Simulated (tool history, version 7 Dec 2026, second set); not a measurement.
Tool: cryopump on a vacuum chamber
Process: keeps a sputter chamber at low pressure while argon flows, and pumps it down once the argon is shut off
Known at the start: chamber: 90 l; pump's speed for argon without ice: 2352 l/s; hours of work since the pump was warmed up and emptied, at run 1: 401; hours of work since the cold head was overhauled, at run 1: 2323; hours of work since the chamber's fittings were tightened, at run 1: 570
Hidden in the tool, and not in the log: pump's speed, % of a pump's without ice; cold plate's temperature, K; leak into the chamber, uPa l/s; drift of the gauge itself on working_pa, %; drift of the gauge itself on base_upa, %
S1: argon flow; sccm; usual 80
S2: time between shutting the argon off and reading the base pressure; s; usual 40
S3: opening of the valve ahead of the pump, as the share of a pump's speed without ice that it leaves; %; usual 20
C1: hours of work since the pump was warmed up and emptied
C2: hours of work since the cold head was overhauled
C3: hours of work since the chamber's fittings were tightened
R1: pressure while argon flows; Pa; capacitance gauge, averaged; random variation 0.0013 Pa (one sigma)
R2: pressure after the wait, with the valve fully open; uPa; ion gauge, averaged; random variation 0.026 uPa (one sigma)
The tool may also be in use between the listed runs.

run 1 day=0 | S1=80 S2=40 S3=20 | C1=401 C2=2323 C3=570 | R1=0.3047 R2=1.32
run 2 day=2.858 | S1=80 S2=40 S3=20 | C1=444 C2=2366 C3=613 | R1=0.3063 R2=1.31
-- day=4.229 pump warmed up, emptied and cooled again
run 3 day=5.883 | S1=81 S2=40 S3=20 | C1=25 C2=2408 C3=655 | R1=0.2935 R2=1.23
run 4 day=9.95 | S1=81 S2=30 S3=20 | C1=86 C2=2469 C3=716 | R1=0.2939 R2=1.61
run 5 day=12.883 | S1=81 S2=30 S3=20 | C1=130 C2=2514 C3=760 | R1=0.296 R2=1.64
run 6 day=15.529 | S1=77 S2=30 S3=20 | C1=170 C2=2553 C3=800 | R1=0.282 R2=1.65
run 7 day=19.371 | S1=77 S2=30 S3=20 | C1=228 C2=2611 C3=858 | R1=0.2855 R2=1.69
run 8 day=22.775 | S1=80 S2=40 S3=20 | C1=279 C2=2662 C3=909 | R1=0.3005 R2=1.39
run 9 day=26.783 | S1=80 S2=40 S3=20 | C1=339 C2=2723 C3=969 | R1=0.3029 R2=1.38
run 10 day=29.717 | S1=53 S2=40 S3=20 | C1=383 C2=2767 C3=1013 | R1=0.2034 R2=1.4
run 11 day=33.004 | S1=148 S2=40 S3=20 | C1=433 C2=2816 C3=1063 | R1=0.5713 R2=1.52
-- day=35.158 pump warmed up, emptied and cooled again
run 12 day=36.262 | S1=148 S2=40 S3=20 | C1=17 C2=2862 C3=1109 | R1=0.5341 R2=1.34
run 13 day=39.604 | S1=80 S2=25 S3=20 | C1=67 C2=2912 C3=1159 | R1=0.2909 R2=1.97
run 14 day=43.6 | S1=80 S2=25 S3=20 | C1=127 C2=2972 C3=1219 | R1=0.2944 R2=1.98
run 15 day=46.183 | S1=80 S2=46 S3=20 | C1=166 C2=3011 C3=1258 | R1=0.2953 R2=1.26
run 16 day=48.133 | S1=79 S2=95 S3=17 | C1=195 C2=3041 C3=1287 | R1=0.3423 R2=0.84
run 17 day=51.358 | S1=79 S2=95 S3=17 | C1=244 C2=3089 C3=1336 | R1=0.3426 R2=0.85
run 18 day=54.525 | S1=37 S2=31 S3=33 | C1=291 C2=3137 C3=1383 | R1=0.0871 R2=1.76
run 19 day=56.317 | S1=55 S2=145 S3=32 | C1=318 C2=3164 C3=1410 | R1=0.132 R2=0.73

The next listed run, before its measurement:
run 20 day=59.617 | S1=45 S2=62 S3=20 | C1=368 C2=3213 C3=1460 | R1=? R2=?

R1: 0.1715 Pa
R2: 1.15 uPa
Without the tool's hidden state the same run would have given R1 0.1627 Pa, R2 0.76 uPa.

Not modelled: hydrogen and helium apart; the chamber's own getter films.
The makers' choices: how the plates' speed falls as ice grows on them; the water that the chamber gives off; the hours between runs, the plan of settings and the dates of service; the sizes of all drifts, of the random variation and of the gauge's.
